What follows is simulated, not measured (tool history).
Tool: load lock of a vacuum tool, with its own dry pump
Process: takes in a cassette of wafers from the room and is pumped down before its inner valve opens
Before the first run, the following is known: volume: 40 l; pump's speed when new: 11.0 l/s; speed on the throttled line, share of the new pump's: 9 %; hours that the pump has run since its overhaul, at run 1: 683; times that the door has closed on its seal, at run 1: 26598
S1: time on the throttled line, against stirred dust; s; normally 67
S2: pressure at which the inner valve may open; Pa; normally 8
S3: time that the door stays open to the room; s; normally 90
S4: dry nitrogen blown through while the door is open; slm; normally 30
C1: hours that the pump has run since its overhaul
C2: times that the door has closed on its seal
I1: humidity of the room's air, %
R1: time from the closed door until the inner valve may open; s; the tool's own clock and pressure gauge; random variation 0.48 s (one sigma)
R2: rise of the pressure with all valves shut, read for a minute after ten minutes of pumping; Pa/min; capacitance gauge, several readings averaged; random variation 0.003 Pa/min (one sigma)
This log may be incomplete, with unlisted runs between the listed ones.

run	hour	S1	S2	S3	S4	C1	C2	I1	R1	R2
1	0.0	67	8	90	30	683	26598	44.5	94.7	0.025
2	72.4	67	8	90	30	755	26903	45.4	95.3	0.028
3	128.3	67	8	90	30	811	27139	45.0	94.9	0.022
4	204.7	67	8	90	30	888	27460	45.2	95.3	0.028
5	320.4	67	8	90	30	1003	27948	46.5	95.1	0.028
6	436.2	67	8	90	30	1119	28436	42.2	94.6	0.023
7	556.1	67	8	90	30	1239	28942	44.9	95.2	0.018
8	605.3	48	8	90	30	1288	29149	45.2	77.6	0.024
9	681.3	48	8	90	30	1364	29469	43.4	77.9	0.024
10	768.2	48	8	90	30	1451	29836	45.3	77.5	0.022
11	858.9	48	8	90	30	1542	30218	42.0	78.1	0.028
12	966.5	67	8	90	30	1649	30671	47.4	95.2	0.027
13	1043.4	67	8	90	30	1726	30996	42.5	94.7	0.020
14	1145.4	67	8	90	30	1828	31426	45.0	95.1	0.025
15	1244.7	67	13	90	30	1928	31844	46.3	93.3	0.031
16	1324.0	67	13	90	30	2007	32178	47.3	93.1	0.026
17	1435.4	67	8	90	30	2118	32648	41.5	94.9	0.023
18	1515.9	67	8	90	30	2199	32987	44.1	95.3	0.021
19	1591.3	67	8	90	30	2274	33305	43.0	95.2	0.027
20	1697.9	65	8	26	30	2381	33754	45.4	93.8	0.017
21	1816.9	65	8	26	30	2500	34256	48.5	93.7	0.018
22	1936.5	101	8	172	8	2619	34760	43.9	127.1	0.057
23	2021.8	101	8	172	8	2705	35119	46.5	125.8	0.064
24	2128.6	101	8	172	8	2812	35570	44.3	125.5	0.060
25	2184.1	48	11	178	4	2867	35804	42.2	77.6	0.067
26	2243.6	43	8	80	6	2927	36054	45.7	73.6	0.050
27	2300.8	43	8	80	6	2984	36295	42.5	73.6	0.042
28	2393.5	43	8	80	6	3076	36686	43.7	74.2	0.047
29	2485.3	82	8	234	8	3168	37073	44.0	108.0	0.063
30	2598.5	82	8	234	8	3281	37550	46.3	108.9	0.065
31	2669.0	128	15	234	36	3352	37847	43.5	148.6	0.027
32	2737.9	128	15	234	36	3421	38138	45.9	148.7	0.037
33	2841.5	128	15	234	36	3524	38574	43.7	148.3	0.034
34	2940.5	53	7	45	6	3623	38991	44.5	83.3	0.037
35	3035.8	53	16	197	8	3719	39393	41.6	79.2	0.061
36	3095.3	53	16	197	8	3778	39644	42.5	80.3	0.059
37	3215.3	132	12	90	8	3898	40150	44.7	152.2	0.041

What would each run have given without the hidden state, its run-to-run variation left as it was?
Hidden state present: pump's speed, % of a new pump's; leak at the door's seal, Pa l/s; drift of the gauge itself on ready_s, %; drift of the gauge itself on rise_pa_min, %.
run	R2
1	0.023
2	0.027
3	0.021
4	0.027
5	0.027
6	0.021
7	0.017
8	0.023
9	0.022
10	0.021
11	0.026
12	0.025
13	0.018
14	0.023
15	0.029
16	0.024
17	0.021
18	0.019
19	0.025
20	0.016
21	0.016
22	0.055
23	0.062
24	0.057
25	0.065
26	0.048
27	0.040
28	0.045
29	0.061
30	0.063
31	0.025
32	0.035
33	0.031
34	0.035
35	0.059
36	0.057
37	0.038
R1: at most 0.1 s away from the measurement, every run.

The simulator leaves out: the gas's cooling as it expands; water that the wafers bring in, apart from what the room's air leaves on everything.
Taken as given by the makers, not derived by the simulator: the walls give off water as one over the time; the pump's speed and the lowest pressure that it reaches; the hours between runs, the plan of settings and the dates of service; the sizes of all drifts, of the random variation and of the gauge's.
